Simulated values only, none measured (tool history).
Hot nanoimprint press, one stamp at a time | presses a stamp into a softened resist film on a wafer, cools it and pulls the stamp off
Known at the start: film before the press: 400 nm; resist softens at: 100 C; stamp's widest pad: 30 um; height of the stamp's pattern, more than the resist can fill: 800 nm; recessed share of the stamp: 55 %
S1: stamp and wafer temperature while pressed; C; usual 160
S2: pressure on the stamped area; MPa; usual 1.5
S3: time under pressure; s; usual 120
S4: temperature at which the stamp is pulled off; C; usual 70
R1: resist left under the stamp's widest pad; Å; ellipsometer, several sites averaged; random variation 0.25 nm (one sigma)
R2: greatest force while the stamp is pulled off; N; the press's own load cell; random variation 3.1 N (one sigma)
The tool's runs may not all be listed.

run,hour,S1,S2,S3,S4,R1,R2
1,0,160,1.5,120,70,1886,146
2,69.1,160,1.5,120,70,1889,151
3,128,160,1.5,120,70,1880,167
4,168.4,162,1.5,120,70,1724,167
5,202.7,160,2.39,120,70,1546,176
6,265.3,160,2.39,120,70,1545,183
7,333,160,2.39,120,70,1542,185
8,390.2,160,1.5,120,70,1866,201
9,427.1,160,1.5,120,70,1867,208
10,483.4,160,1.5,120,55,1859,273
11,544.1,160,1.5,120,55,1860,289
12,577.7,160,1.5,120,55,1862,291
# hour 605.5: stamp cleaned and given a new release coat
13,631.5,160,1.5,120,70,1857,153
14,673.9,160,1.5,120,70,1853,154
# hour 720.7: plate thermocouple calibrated
15,724.4,160,1.5,120,70,1904,167
16,782,160,1.5,120,70,1904,174
17,845.8,156,1.5,232,60,1760,206
18,899.3,156,1.5,232,60,1757,220
19,956.9,166,1.5,120,70,1464,195
20,1023.4,151,1.5,85,55,2947,250
21,1056.1,151,1.5,85,55,2948,260
22,1118.8,151,1.5,85,55,2943,279
23,1150.7,160,2.08,61,55,2146,285
24,1195.8,160,2.08,61,55,2138,300
# hour 1210.1: stamp cleaned and given a new release coat
25,1261.3,160,1.42,61,62,2429,170
26,1307.3,160,1.64,61,62,2316,179
27,1361,160,1.92,61,57,2194,213
# hour 1374.7: press's hydraulic seals changed and the load cell set to zero
28,1422.3,160,1.5,160,70,1650,173
# hour 1450.5: plate thermocouple calibrated
29,1473.8,160,1.31,100,70,2127,180
30,1516.7,153,2.29,126,76,2138,165
31,1553.6,160,1.5,237,70,1422,191

Forecast each of these 3 alternatives for the next run:
A,1582.3,160,1.5,233,66,?,?
B,1582.3,160,2.29,120,70,?,?
C,1582.3,168,1.5,109,71,?,?

run,R1,R2
A,1430,208
B,1576,200
C,1388,188
Without the tool's hidden state the same runs would have given:
run,R1,R2
A,1443,157
B,1588,151
C,1398,141
